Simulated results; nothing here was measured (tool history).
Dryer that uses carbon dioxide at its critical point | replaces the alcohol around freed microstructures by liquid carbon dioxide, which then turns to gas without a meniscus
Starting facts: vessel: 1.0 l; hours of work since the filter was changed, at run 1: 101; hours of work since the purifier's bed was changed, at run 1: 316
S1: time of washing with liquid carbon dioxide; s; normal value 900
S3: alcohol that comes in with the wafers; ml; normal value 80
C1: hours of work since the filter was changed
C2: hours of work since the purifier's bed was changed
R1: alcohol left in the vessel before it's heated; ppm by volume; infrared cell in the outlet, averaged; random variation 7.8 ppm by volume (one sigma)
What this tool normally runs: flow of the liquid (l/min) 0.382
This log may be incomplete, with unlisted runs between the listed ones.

Run 1, hour 0: usual settings; C1 101; C2 316. Result: R1 533 ppm by volume.
Run 2, hour 16: usual settings; C1 110; C2 325. Result: R1 550 ppm by volume.
Run 3, hour 25.4: usual settings; C1 116; C2 330. Result: R1 540 ppm by volume.
Run 4, hour 38.3: usual settings; C1 123; C2 338. Result: R1 546 ppm by volume.
Run 5, hour 51: usual settings but S3 75 ml; C1 130; C2 345. Result: R1 532 ppm by volume.
Run 6, hour 65.1: usual settings but S3 75 ml; C1 138; C2 353. Result: R1 514 ppm by volume.
Run 7, hour 73.5: usual settings but S3 75 ml; C1 143; C2 358. Result: R1 532 ppm by volume.
Run 8, hour 85: usual settings but flow of the liquid (l/min) 0.55, S3 75 ml; C1 149; C2 364. Result: R1 120 ppm by volume.
Run 9, hour 102.3: usual settings but flow of the liquid (l/min) 0.55, S3 75 ml; C1 159; C2 374. Result: R1 124 ppm by volume.
Run 10, hour 116.8: usual settings but flow of the liquid (l/min) 0.55, S3 75 ml; C1 167; C2 382. Result: R1 125 ppm by volume.
Run 11, hour 124.1: usual settings but flow of the liquid (l/min) 0.55, S3 75 ml; C1 172; C2 386. Result: R1 122 ppm by volume.
Run 12, hour 135.2: usual settings but flow of the liquid (l/min) 0.55, S3 75 ml; C1 178; C2 393. Result: R1 122 ppm by volume.
Run 13, hour 145.5: usual settings; C1 184; C2 399. Result: R1 604 ppm by volume.
Run 14, hour 153.1: usual settings; C1 188; C2 403. Result: R1 606 ppm by volume.
Run 15, hour 163.3: usual settings but S1 1380 s, flow of the liquid (l/min) 0.609, S3 101 ml; C1 194; C2 409. Result: R1 80 ppm by volume.
Run 16, hour 177.6: usual settings but S1 1380 s, flow of the liquid (l/min) 0.609, S3 101 ml; C1 202; C2 417. Result: R1 79 ppm by volume.
Run 17, hour 192.6: usual settings but S1 1320 s, flow of the liquid (l/min) 0.319, S3 88 ml; C1 210; C2 425. Result: R1 282 ppm by volume.
Run 18, hour 201: usual settings but S1 1260 s, flow of the liquid (l/min) 0.361, S3 53 ml; C1 215; C2 430. Result: R1 147 ppm by volume.
Run 19, hour 208.4: usual settings but S1 1320 s, flow of the liquid (l/min) 0.318, S3 41 ml; C1 219; C2 434. Result: R1 185 ppm by volume.
Run 20, hour 221: usual settings but S1 1320 s, flow of the liquid (l/min) 0.318, S3 41 ml; C1 227; C2 441. Result: R1 172 ppm by volume.
Run 21, hour 234.1: usual settings but S1 1320 s, flow of the liquid (l/min) 0.318, S3 41 ml; C1 234; C2 449. Result: R1 187 ppm by volume.
Run 22, hour 243.9: usual settings but S1 1080 s, flow of the liquid (l/min) 0.376; C1 240; C2 454. Result: R1 315 ppm by volume.
Run 23, hour 258.7: usual settings but flow of the liquid (l/min) 0.568; C1 248; C2 463. Result: R1 141 ppm by volume.
Run 24, hour 275.2: usual settings but flow of the liquid (l/min) 0.568; C1 257; C2 472. Result: R1 135 ppm by volume.
Run 25, hour 291.7: usual settings but flow of the liquid (l/min) 0.624, S3 31 ml; C1 267; C2 482. Result: R1 99 ppm by volume.
Run 26, hour 306.7: usual settings but flow of the liquid (l/min) 0.245, S3 58 ml; C1 275; C2 490. Result: R1 2654 ppm by volume.
Run 27, hour 323.7: usual settings but flow of the liquid (l/min) 0.245, S3 58 ml; C1 285; C2 500. Result: R1 2652 ppm by volume.
Run 28, hour 332.9: usual settings but S1 1080 s, flow of the liquid (l/min) 0.413, S3 113 ml; C1 290; C2 505. Result: R1 292 ppm by volume.

Below are 3 alternative next runs, each starting from the tool's condition after run 28. Predict each:
Run A, hour 345.6: usual settings but S1 1140 s, flow of the liquid (l/min) 0.28, S3 35 ml; C1 297; C2 512. Result: R1 ?.
Run B, hour 345.6: usual settings but S1 720 s, flow of the liquid (l/min) 0.346; C1 297; C2 512. Result: R1 ?.
Run C, hour 345.6: usual settings but S1 1080 s; C1 297; C2 512. Result: R1 ?.

run    R1
  A   481
  B  2439
  C   322
With no hidden state in the tool, these same runs would have given:
run    R1
  A   258
  B  1706
  C   133
